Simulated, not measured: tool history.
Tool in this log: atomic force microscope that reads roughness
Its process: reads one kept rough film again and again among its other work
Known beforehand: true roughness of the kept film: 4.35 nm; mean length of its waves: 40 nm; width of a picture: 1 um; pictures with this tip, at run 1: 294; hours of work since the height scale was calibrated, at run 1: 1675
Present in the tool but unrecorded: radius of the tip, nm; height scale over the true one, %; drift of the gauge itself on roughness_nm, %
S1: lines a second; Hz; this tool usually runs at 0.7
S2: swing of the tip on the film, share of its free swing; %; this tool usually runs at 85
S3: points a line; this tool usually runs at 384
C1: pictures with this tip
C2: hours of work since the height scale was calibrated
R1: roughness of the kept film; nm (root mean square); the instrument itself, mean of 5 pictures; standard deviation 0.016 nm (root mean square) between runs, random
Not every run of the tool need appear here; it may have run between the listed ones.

| run | hour | S1 | S2 | S3 | C1 | C2 | R1 |
|---|---|---|---|---|---|---|---|
| 1 | 0 | 0.7 | 85 | 384 | 294 | 1675 | 3.38 |
|  | 39.8 | new tip fitted |
| 2 | 64.2 | 0.7 | 85 | 384 | 30 | 1720 | 3.821 |
| 3 | 135.8 | 0.7 | 85 | 384 | 119 | 1771 | 3.674 |
| 4 | 180.8 | 0.7 | 80 | 384 | 175 | 1803 | 3.63 |
| 5 | 236.2 | 0.7 | 80 | 384 | 244 | 1843 | 3.53 |
| 6 | 298.2 | 0.7 | 80 | 384 | 321 | 1887 | 3.444 |
|  | 314 | new tip fitted |
| 7 | 353.7 | 0.7 | 85 | 562 | 50 | 1926 | 3.789 |
| 8 | 420.7 | 0.592 | 81 | 624 | 133 | 1973 | 3.727 |
| 9 | 492 | 0.534 | 88 | 454 | 222 | 2024 | 3.586 |
| 10 | 529.4 | 0.534 | 59 | 454 | 269 | 2051 | 3.631 |

Run 11 is up next; what results do you expect?
| 11 | 574.1 | 1.684 | 59 | 431 | 324 | 2083 | ? |

For run 11 the tool returned R1 3.491 nm (root mean square).
The same run, on a tool lacking any hidden state, would have yielded R1 4 nm (root mean square).

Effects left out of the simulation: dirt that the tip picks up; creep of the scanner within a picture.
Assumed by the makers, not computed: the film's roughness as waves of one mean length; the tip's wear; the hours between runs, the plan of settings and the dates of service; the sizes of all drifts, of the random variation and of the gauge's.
